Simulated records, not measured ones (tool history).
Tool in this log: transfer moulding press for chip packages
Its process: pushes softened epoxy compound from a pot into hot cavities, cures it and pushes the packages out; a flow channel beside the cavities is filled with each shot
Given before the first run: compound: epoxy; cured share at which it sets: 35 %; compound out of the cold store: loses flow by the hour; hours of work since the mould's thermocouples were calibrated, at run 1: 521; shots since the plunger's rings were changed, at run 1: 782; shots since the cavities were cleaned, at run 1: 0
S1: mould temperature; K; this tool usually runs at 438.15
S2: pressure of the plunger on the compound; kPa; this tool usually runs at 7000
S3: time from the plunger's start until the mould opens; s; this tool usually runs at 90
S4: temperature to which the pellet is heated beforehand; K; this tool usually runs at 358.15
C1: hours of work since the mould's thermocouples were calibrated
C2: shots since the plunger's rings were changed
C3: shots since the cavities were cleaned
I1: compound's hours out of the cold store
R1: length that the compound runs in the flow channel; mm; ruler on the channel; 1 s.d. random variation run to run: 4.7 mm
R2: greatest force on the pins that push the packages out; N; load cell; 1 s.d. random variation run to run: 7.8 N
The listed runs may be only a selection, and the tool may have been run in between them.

run,hour,S1,S2,S3,S4,C1,C2,C3,I1,R1,R2
1,0,438.15,7000,90,358.15,521,782,0,13.9,662,325
2,47.3,438.15,7000,90,358.15,546,1296,514,25.9,630,617
# hour 55.5: cavities cleaned with cleaning compound and waxed
3,98.2,438.15,7000,90,358.15,572,1831,464,40.4,598,579
# hour 111.4: cavities cleaned with cleaning compound and waxed
# hour 165.2: cavities cleaned with cleaning compound and waxed
4,193,438.15,7000,90,358.15,621,2826,301,46.8,580,526
# hour 218.6: cavities cleaned with cleaning compound and waxed
5,239.1,438.15,7000,90,358.15,645,3310,221,11.9,653,496
# hour 273: cavities cleaned with cleaning compound and waxed
6,315.3,438.15,7000,90,358.15,684,4121,459,17.9,634,581
# hour 327.1: cavities cleaned with cleaning compound and waxed
# hour 386.1: cavities cleaned with cleaning compound and waxed
# hour 398: plunger's sealing rings changed
7,412,438.15,7000,90,358.15,733,152,254,14.9,661,493
# hour 418.5: mould's thermocouples calibrated
# hour 443.8: cavities cleaned with cleaning compound and waxed
# hour 500.5: cavities cleaned with cleaning compound and waxed
8,511.2,438.15,7000,90,365.15,48,1174,116,45.5,586,421
# hour 555.3: cavities cleaned with cleaning compound and waxed
9,558.8,438.15,7000,90,358.15,72,1674,37,22.4,629,351
# hour 611: cavities cleaned with cleaning compound and waxed
10,614.7,438.15,7000,90,358.15,101,2264,40,39.1,599,339
# hour 666.5: cavities cleaned with cleaning compound and waxed
# hour 700.9: mould's thermocouples calibrated, once more
11,705.9,438.15,7000,90,358.15,3,3215,405,28.9,612,589
# hour 725.6: cavities cleaned with cleaning compound and waxed
12,769.7,438.15,7000,90,358.15,36,3892,479,12.3,650,623
# hour 784.5: cavities cleaned with cleaning compound and waxed
# hour 840.9: cavities cleaned with cleaning compound and waxed
13,840.9,438.15,7000,90,358.15,72,4631,0,13.8,629,328
# hour 877.3: plunger's sealing rings changed
# hour 896.4: cavities cleaned with cleaning compound and waxed
14,896.4,438.15,6070,89,354.15,99,191,0,22.6,600,339
# hour 954.5: cavities cleaned with cleaning compound and waxed
15,979,438.15,6440,90,358.15,142,1071,266,40.6,580,539
# hour 1011.5: cavities cleaned with cleaning compound and waxed
16,1025.5,432.15,6080,114,357.15,166,1558,151,12.9,631,449
# hour 1072: cavities cleaned with cleaning compound and waxed
17,1108.9,438.15,7880,90,358.15,210,2447,400,29.8,658,579
# hour 1131.3: cavities cleaned with cleaning compound and waxed
# hour 1185: cavities cleaned with cleaning compound and waxed
18,1197.1,438.15,7880,90,358.15,255,3371,131,43,626,434
# hour 1240.9: cavities cleaned with cleaning compound and waxed
19,1280.3,445.15,7880,90,358.15,298,4257,427,13,646,521
# hour 1298.7: cavities cleaned with cleaning compound and waxed
20,1325,438.15,7000,76,358.15,321,4727,286,30.4,598,691
# hour 1350.5: plunger's sealing rings changed
# hour 1358.5: cavities cleaned with cleaning compound and waxed
21,1385.9,435.15,7150,90,358.15,351,367,296,35.1,634,591
# hour 1413.8: cavities cleaned with cleaning compound and waxed
22,1451.4,435.15,7150,90,358.15,385,1062,408,30.4,638,652
# hour 1469.6: cavities cleaned with cleaning compound and waxed
# hour 1524.3: cavities cleaned with cleaning compound and waxed
23,1538.1,436.15,5510,70,348.15,430,1970,150,24.9,563,777
# hour 1581.8: cavities cleaned with cleaning compound and waxed
24,1585.1,436.15,5510,70,348.15,454,2463,36,27.8,561,591
# hour 1640.5: cavities cleaned with cleaning compound and waxed
25,1664.8,443.15,6220,110,354.15,495,3311,263,38.9,549,465

Here are 3 independent what-if runs from the current tool condition. What would each one return?
# hour 1694.7: cavities cleaned with cleaning compound and waxed
A,1707,443.15,6220,76,354.15,517,3753,133,12.2,?,?
# hour 1694.7: cavities cleaned with cleaning compound and waxed
B,1707,437.15,7540,90,356.15,517,3753,133,19.4,?,?
# hour 1694.7: cavities cleaned with cleaning compound and waxed
C,1707,438.15,5890,117,358.15,517,3753,133,27.9,?,?

run,R1,R2
A,600,459
B,653,454
C,559,415
What these runs would have given with no unlogged condition in the tool:
run,R1,R2
A,628,340
B,684,335
C,586,296
